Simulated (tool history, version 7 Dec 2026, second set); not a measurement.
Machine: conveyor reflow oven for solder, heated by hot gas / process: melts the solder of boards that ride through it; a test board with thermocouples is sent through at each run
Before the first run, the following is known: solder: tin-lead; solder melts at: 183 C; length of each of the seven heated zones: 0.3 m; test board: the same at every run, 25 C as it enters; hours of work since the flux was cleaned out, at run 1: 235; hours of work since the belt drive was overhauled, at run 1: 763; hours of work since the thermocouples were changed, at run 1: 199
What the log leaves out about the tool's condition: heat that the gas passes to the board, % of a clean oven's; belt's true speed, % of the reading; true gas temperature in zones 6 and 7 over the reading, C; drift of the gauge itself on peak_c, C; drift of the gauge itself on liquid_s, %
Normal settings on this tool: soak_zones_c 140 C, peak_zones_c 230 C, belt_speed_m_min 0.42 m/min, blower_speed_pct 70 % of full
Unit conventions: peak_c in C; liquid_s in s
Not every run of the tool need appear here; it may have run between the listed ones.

run	day	soak_zones_c	peak_zones_c	belt_speed_m_min	blower_speed_pct	hours of work since the flux was cleaned out	hours of work since the belt drive was overhauled	hours of work since the thermocouples were changed	peak_c	liquid_s
1	0	140	230	0.42	70	235	763	199	216.6	65.6
2	0.517	140	230	0.398	70	243	771	207	216.8	70.9
3	0.9	148	230	0.42	70	250	778	213	216.7	70.6
4	1.417	140	230	0.42	70	258	786	222	215.9	65.3
5	1.717	140	230	0.42	70	263	791	227	215.9	65.2
6	2.025	148	230	0.42	70	268	796	232	217.6	69.4
7	2.279	148	228	0.42	70	272	800	236	215.1	68.3
8	2.521	148	244	0.367	70	276	804	240	233	92.7
9	2.783	148	244	0.367	70	280	808	244	234	93.3
10	3.25	147	220	0.348	68	288	816	252	212.1	81.3

Predict the results of run 11:
11	3.621	147	220	0.348	68	294	822	258	?	?

peak_c: 211.3 C
liquid_s: 80.4 s
Minus the tool's unlogged condition, the same run would have read peak_c 211.3 C, liquid_s 79.6 s.
